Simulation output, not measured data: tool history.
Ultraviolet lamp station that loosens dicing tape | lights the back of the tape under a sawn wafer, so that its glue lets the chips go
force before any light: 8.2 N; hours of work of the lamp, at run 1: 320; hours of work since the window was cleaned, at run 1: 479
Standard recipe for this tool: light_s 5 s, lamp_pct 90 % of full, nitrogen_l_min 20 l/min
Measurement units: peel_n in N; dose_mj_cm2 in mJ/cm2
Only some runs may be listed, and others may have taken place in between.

run	hour	light_s	lamp_pct	nitrogen_l_min	hours of work of the lamp	hours of work since the window was cleaned	peel_n	dose_mj_cm2
1	0.0	5	90	20	320	479	0.532	381
# hour 3.9: window cleaned of glue's vapour
2	19.0	5	90	20	334	11	0.389	446
3	37.4	5	90	20	347	25	0.388	449
4	51.6	5	90	20	358	36	0.393	441
5	76.4	5	90	20	376	54	0.405	436
6	91.6	5	90	20	388	65	0.419	436
7	117.2	5	90	20	407	84	0.429	433
8	142.3	5	90	20	425	103	0.447	419
9	167.5	5	90	20	444	122	0.450	415
10	183.2	4	90	20	456	133	0.770	334
11	197.2	4	90	20	466	144	0.805	325
12	210.4	4	90	20	476	154	0.796	327
13	233.3	5	65	14	493	171	1.356	290
14	259.1	2	90	38	512	190	1.979	159
15	275.3	10	90	20	524	202	0.123	779
16	287.8	2	82	20	534	211	2.907	138
17	306.7	3	82	20	548	225	1.806	211
18	319.4	4	89	6	557	235	2.108	304
19	331.8	3	76	40	566	244	1.484	186
20	355.9	7	62	40	584	262	0.380	360

Expected results for the next run?
21	367.4	3	97	20	593	270	?	?

peel_n: 1.423 N
dose_mj_cm2: 241 mJ/cm2
Were there no unlogged condition in the tool, this run, its random variation unchanged, would have produced peel_n 0.731 N, dose_mj_cm2 339 mJ/cm2.

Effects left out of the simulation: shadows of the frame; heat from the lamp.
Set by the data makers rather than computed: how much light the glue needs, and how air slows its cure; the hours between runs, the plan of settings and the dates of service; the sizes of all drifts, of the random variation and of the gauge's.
